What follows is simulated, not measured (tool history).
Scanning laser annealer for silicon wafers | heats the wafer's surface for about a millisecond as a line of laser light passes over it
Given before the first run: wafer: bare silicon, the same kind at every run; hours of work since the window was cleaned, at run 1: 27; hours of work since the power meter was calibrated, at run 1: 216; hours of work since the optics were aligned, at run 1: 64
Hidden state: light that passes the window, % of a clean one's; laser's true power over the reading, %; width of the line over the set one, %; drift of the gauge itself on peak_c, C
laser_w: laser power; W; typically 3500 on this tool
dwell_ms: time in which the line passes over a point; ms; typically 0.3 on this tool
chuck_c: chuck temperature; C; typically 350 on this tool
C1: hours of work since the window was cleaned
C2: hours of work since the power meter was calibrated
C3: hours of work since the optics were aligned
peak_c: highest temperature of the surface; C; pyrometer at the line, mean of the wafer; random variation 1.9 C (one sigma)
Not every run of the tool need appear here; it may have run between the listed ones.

Run 1, hour 0: usual settings; C1 27; C2 216; C3 64. Result: peak_c 1149 C.
Run 2, hour 7.4: usual settings; C1 32; C2 221; C3 69. Result: peak_c 1153 C.
Run 3, hour 12.7: usual settings; C1 35; C2 224; C3 72. Result: peak_c 1152 C.
Run 4, hour 17.9: usual settings; C1 38; C2 227; C3 75. Result: peak_c 1151 C.
Run 5, hour 26.9: usual settings but laser_w 3238 W; C1 44; C2 233; C3 81. Result: peak_c 1083 C.
Run 6, hour 36.5: usual settings but laser_w 3465 W; C1 50; C2 239; C3 87. Result: peak_c 1141 C.
Run 7, hour 44.4: usual settings; C1 55; C2 244; C3 92. Result: peak_c 1148 C.
Run 8, hour 50.8: usual settings but chuck_c 329 C; C1 59; C2 248; C3 96. Result: peak_c 1127 C.
Run 9, hour 55.5: usual settings but chuck_c 329 C; C1 62; C2 251; C3 98. Result: peak_c 1128 C.

Run 10 is up next; what results do you expect?
Run 10, hour 61.3: usual settings but laser_w 3181 W, chuck_c 326 C; C1 65; C2 254; C3 102. Result: peak_c ?.

peak_c: 1039 C
With no hidden state in the tool, this same run would have given peak_c 1052 C.
